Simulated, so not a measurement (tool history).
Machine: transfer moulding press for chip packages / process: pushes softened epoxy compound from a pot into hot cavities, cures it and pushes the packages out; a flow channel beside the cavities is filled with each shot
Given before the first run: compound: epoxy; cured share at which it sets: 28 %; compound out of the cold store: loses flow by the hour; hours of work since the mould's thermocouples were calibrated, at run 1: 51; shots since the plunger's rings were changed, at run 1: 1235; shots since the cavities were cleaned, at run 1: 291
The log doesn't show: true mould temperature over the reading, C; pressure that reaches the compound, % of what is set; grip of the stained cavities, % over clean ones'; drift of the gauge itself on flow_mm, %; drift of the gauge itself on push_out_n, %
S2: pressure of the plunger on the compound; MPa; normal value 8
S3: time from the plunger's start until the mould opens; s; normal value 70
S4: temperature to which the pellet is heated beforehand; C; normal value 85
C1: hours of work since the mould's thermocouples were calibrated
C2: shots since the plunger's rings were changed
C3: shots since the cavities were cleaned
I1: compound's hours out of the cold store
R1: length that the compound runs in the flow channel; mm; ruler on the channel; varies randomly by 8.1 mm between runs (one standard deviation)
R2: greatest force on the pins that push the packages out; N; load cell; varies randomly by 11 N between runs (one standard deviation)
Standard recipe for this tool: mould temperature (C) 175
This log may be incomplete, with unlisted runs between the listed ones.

run 1 day=0 | mould_temperature_(C)=175 S2=8 S3=70 S4=85 | C1=51 C2=1235 C3=291 | I1=19.1 | R1=981 R2=523
run 2 day=0.392 | mould_temperature_(C)=175 S2=8 S3=70 S4=85 | C1=56 C2=1365 C3=421 | I1=18 | R1=988 R2=516
run 3 day=0.604 | mould_temperature_(C)=175 S2=8 S3=70 S4=85 | C1=59 C2=1436 C3=492 | I1=21.4 | R1=966 R2=533
-- day=1.075 cavities cleaned with cleaning compound and waxed
run 4 day=1.121 | mould_temperature_(C)=175 S2=8 S3=70 S4=85 | C1=64 C2=1587 C3=14 | I1=41 | R1=861 R2=487
run 5 day=1.433 | mould_temperature_(C)=175 S2=8 S3=70 S4=85 | C1=68 C2=1692 C3=119 | I1=16.3 | R1=995 R2=519
run 6 day=1.8 | mould_temperature_(C)=175 S2=8 S3=51 S4=85 | C1=73 C2=1814 C3=241 | I1=25.2 | R1=949 R2=988
run 7 day=2.208 | mould_temperature_(C)=175 S2=8 S3=51 S4=85 | C1=78 C2=1950 C3=377 | I1=40.2 | R1=873 R2=909
run 8 day=2.517 | mould_temperature_(C)=170 S2=8 S3=51 S4=85 | C1=82 C2=2053 C3=480 | I1=25.4 | R1=945 R2=1344
run 9 day=2.921 | mould_temperature_(C)=170 S2=8 S3=51 S4=85 | C1=88 C2=2187 C3=614 | I1=44 | R1=865 R2=1192
-- day=3.046 cavities cleaned with cleaning compound and waxed
run 10 day=3.504 | mould_temperature_(C)=175 S2=8.47 S3=70 S4=85 | C1=94 C2=2362 C3=153 | I1=8.9 | R1=1081 R2=510
run 11 day=3.992 | mould_temperature_(C)=175 S2=8.47 S3=70 S4=85 | C1=101 C2=2523 C3=314 | I1=27.4 | R1=982 R2=515
run 12 day=4.458 | mould_temperature_(C)=175 S2=8.47 S3=70 S4=80 | C1=107 C2=2678 C3=469 | I1=10.4 | R1=1078 R2=519
run 13 day=4.838 | mould_temperature_(C)=175 S2=8.47 S3=70 S4=80 | C1=112 C2=2806 C3=597 | I1=33.9 | R1=921 R2=501
-- day=5.012 cavities cleaned with cleaning compound and waxed
run 14 day=5.342 | mould_temperature_(C)=175 S2=8.47 S3=70 S4=80 | C1=117 C2=2953 C3=110 | I1=46.8 | R1=871 R2=483
run 15 day=5.596 | mould_temperature_(C)=176 S2=6.6 S3=70 S4=80 | C1=121 C2=3037 C3=194 | I1=42.7 | R1=777 R2=494
run 16 day=5.846 | mould_temperature_(C)=176 S2=6.6 S3=70 S4=80 | C1=124 C2=3120 C3=277 | I1=26.4 | R1=843 R2=485
run 17 day=6.204 | mould_temperature_(C)=176 S2=6.6 S3=70 S4=80 | C1=128 C2=3240 C3=397 | I1=42.8 | R1=771 R2=471
run 18 day=6.717 | mould_temperature_(C)=169 S2=8 S3=75 S4=85 | C1=135 C2=3411 C3=568 | I1=33.7 | R1=913 R2=589
-- day=6.988 cavities cleaned with cleaning compound and waxed
run 19 day=7.2 | mould_temperature_(C)=169 S2=7.75 S3=75 S4=85 | C1=140 C2=3551 C3=71 | I1=38.6 | R1=886 R2=583
run 20 day=7.483 | mould_temperature_(C)=182 S2=8.86 S3=75 S4=79 | C1=144 C2=3645 C3=165 | I1=25.5 | R1=968 R2=443
run 21 day=7.771 | mould_temperature_(C)=179 S2=6.06 S3=73 S4=89 | C1=148 C2=3741 C3=261 | I1=41.7 | R1=732 R2=449
run 22 day=8.212 | mould_temperature_(C)=170 S2=6.05 S3=70 S4=85 | C1=153 C2=3889 C3=409 | I1=14.3 | R1=906 R2=664
run 23 day=8.6 | mould_temperature_(C)=178 S2=8.47 S3=54 S4=76 | C1=158 C2=4018 C3=538 | I1=39 | R1=900 R2=691
run 24 day=8.838 | mould_temperature_(C)=178 S2=8.47 S3=54 S4=76 | C1=161 C2=4097 C3=617 | I1=48 | R1=850 R2=682
-- day=8.942 cavities cleaned with cleaning compound and waxed
run 25 day=9.392 | mould_temperature_(C)=179 S2=9.72 S3=83 S4=80 | C1=168 C2=4260 C3=150 | I1=41.7 | R1=956 R2=411
run 26 day=9.688 | mould_temperature_(C)=178 S2=6.8 S3=65 S4=90 | C1=172 C2=4358 C3=248 | I1=28.9 | R1=841 R2=501
run 27 day=9.917 | mould_temperature_(C)=169 S2=9.8 S3=101 S4=85 | C1=175 C2=4435 C3=325 | I1=32 | R1=1045 R2=441
run 28 day=10.446 | mould_temperature_(C)=169 S2=6.57 S3=63 S4=82 | C1=181 C2=4611 C3=501 | I1=14.9 | R1=928 R2=967

Below are 4 alternative next runs, each starting from the tool's condition after run 28. Predict each:
run A day=10.804 | mould_temperature_(C)=173 S2=6.11 S3=104 S4=82 | C1=186 C2=4730 C3=620 | I1=28.8 | R1=? R2=?
run B day=10.804 | mould_temperature_(C)=183 S2=8 S3=70 S4=80 | C1=186 C2=4730 C3=620 | I1=16.1 | R1=? R2=?
run C day=10.804 | mould_temperature_(C)=175 S2=8 S3=70 S4=86 | C1=186 C2=4730 C3=620 | I1=27.7 | R1=? R2=?
run D day=10.804 | mould_temperature_(C)=173 S2=8 S3=80 S4=85 | C1=186 C2=4730 C3=620 | I1=8.1 | R1=? R2=?

run=A R1=811 R2=431
run=B R1=979 R2=436
run=C R1=938 R2=516
run=D R1=1063 R2=499
Stripped of hidden state, with their random variation kept, the same runs would have yielded:
run=A R1=814 R2=424
run=B R1=982 R2=429
run=C R1=942 R2=508
run=D R1=1067 R2=491
